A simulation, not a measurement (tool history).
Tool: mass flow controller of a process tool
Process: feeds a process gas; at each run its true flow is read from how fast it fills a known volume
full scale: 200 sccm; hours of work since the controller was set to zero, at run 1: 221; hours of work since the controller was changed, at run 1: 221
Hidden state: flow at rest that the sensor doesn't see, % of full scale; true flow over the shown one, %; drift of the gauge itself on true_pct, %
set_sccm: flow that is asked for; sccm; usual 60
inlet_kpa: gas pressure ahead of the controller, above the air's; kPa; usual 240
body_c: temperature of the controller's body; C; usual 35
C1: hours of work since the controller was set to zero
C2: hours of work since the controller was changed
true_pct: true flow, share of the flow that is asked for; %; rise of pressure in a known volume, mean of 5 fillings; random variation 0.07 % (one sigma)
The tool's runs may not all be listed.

run 1 hour=0 | set_sccm=60 inlet_kpa=240 body_c=35 | C1=221 C2=221 | true_pct=98.76
run 2 hour=79.5 | set_sccm=60 inlet_kpa=240 body_c=35 | C1=257 C2=257 | true_pct=98.73
run 3 hour=218.2 | set_sccm=60 inlet_kpa=240 body_c=35 | C1=319 C2=319 | true_pct=98.79
run 4 hour=370.5 | set_sccm=60 inlet_kpa=240 body_c=35 | C1=388 C2=388 | true_pct=98.85
run 5 hour=510.1 | set_sccm=33 inlet_kpa=240 body_c=35 | C1=451 C2=451 | true_pct=98.5
run 6 hour=650.6 | set_sccm=60 inlet_kpa=240 body_c=22 | C1=515 C2=515 | true_pct=99.34
run 7 hour=817.1 | set_sccm=60 inlet_kpa=240 body_c=22 | C1=590 C2=590 | true_pct=99.37
run 8 hour=921.4 | set_sccm=60 inlet_kpa=240 body_c=22 | C1=637 C2=637 | true_pct=99.34
run 9 hour=1058 | set_sccm=60 inlet_kpa=240 body_c=35 | C1=699 C2=699 | true_pct=98.77
run 10 hour=1175.5 | set_sccm=60 inlet_kpa=240 body_c=35 | C1=752 C2=752 | true_pct=98.73
run 11 hour=1251.7 | set_sccm=60 inlet_kpa=240 body_c=35 | C1=786 C2=786 | true_pct=98.65
run 12 hour=1393.6 | set_sccm=60 inlet_kpa=240 body_c=35 | C1=850 C2=850 | true_pct=98.47
run 13 hour=1478.3 | set_sccm=60 inlet_kpa=240 body_c=35 | C1=889 C2=889 | true_pct=98.47
run 14 hour=1547.4 | set_sccm=60 inlet_kpa=182 body_c=35 | C1=920 C2=920 | true_pct=98.34
run 15 hour=1653.5 | set_sccm=60 inlet_kpa=182 body_c=30 | C1=968 C2=968 | true_pct=98.57
run 16 hour=1810.3 | set_sccm=60 inlet_kpa=240 body_c=35 | C1=1038 C2=1038 | true_pct=98.46
run 17 hour=1914.3 | set_sccm=26 inlet_kpa=187 body_c=32 | C1=1085 C2=1085 | true_pct=97.84
run 18 hour=1982.4 | set_sccm=80 inlet_kpa=147 body_c=38 | C1=1116 C2=1116 | true_pct=98.14
run 19 hour=2151.4 | set_sccm=80 inlet_kpa=147 body_c=38 | C1=1193 C2=1193 | true_pct=98.14
run 20 hour=2270.6 | set_sccm=80 inlet_kpa=147 body_c=38 | C1=1246 C2=1246 | true_pct=97.96
run 21 hour=2378 | set_sccm=60 inlet_kpa=240 body_c=37 | C1=1295 C2=1295 | true_pct=98.16
run 22 hour=2495.6 | set_sccm=60 inlet_kpa=240 body_c=37 | C1=1348 C2=1348 | true_pct=98.19
run 23 hour=2584.9 | set_sccm=60 inlet_kpa=271 body_c=35 | C1=1388 C2=1388 | true_pct=98.48
run 24 hour=2752.4 | set_sccm=60 inlet_kpa=271 body_c=35 | C1=1464 C2=1464 | true_pct=98.27
run 25 hour=2890.6 | set_sccm=175 inlet_kpa=190 body_c=35 | C1=1526 C2=1526 | true_pct=98.75
run 26 hour=3018.4 | set_sccm=60 inlet_kpa=175 body_c=39 | C1=1584 C2=1584 | true_pct=97.68
run 27 hour=3118.8 | set_sccm=60 inlet_kpa=175 body_c=39 | C1=1630 C2=1630 | true_pct=97.72
run 28 hour=3216 | set_sccm=23 inlet_kpa=196 body_c=39 | C1=1674 C2=1674 | true_pct=96.87
run 29 hour=3372.9 | set_sccm=60 inlet_kpa=197 body_c=33 | C1=1744 C2=1744 | true_pct=97.98
run 30 hour=3454.7 | set_sccm=85 inlet_kpa=168 body_c=26 | C1=1781 C2=1781 | true_pct=98.45
run 31 hour=3615.5 | set_sccm=91 inlet_kpa=206 body_c=35 | C1=1854 C2=1854 | true_pct=98.3

Some steps in true_pct between neighbouring runs. How much of each would the tool show without its hidden state too (settings, what came in, random variation), and how much is left for the hidden state, with any gauge scatter that isn't in both results?
Run 17 -> 18: set_sccm 26 -> 80, inlet_kpa 187 -> 147, body_c 32 -> 38. true_pct +0.3 %: hidden state +0.46, all else -0.16.
Run 25 -> 26: set_sccm 175 -> 60, inlet_kpa 190 -> 175, body_c 35 -> 39. true_pct -1.07 %: hidden state -0.31, all else -0.76.
Run 27 -> 28: set_sccm 60 -> 23, inlet_kpa 175 -> 196. true_pct -0.85 %: hidden state -0.77, all else -0.08.
Run 28 -> 29: set_sccm 23 -> 60, inlet_kpa 196 -> 197, body_c 39 -> 33. true_pct +1.11 %: hidden state +0.71, all else +0.4.
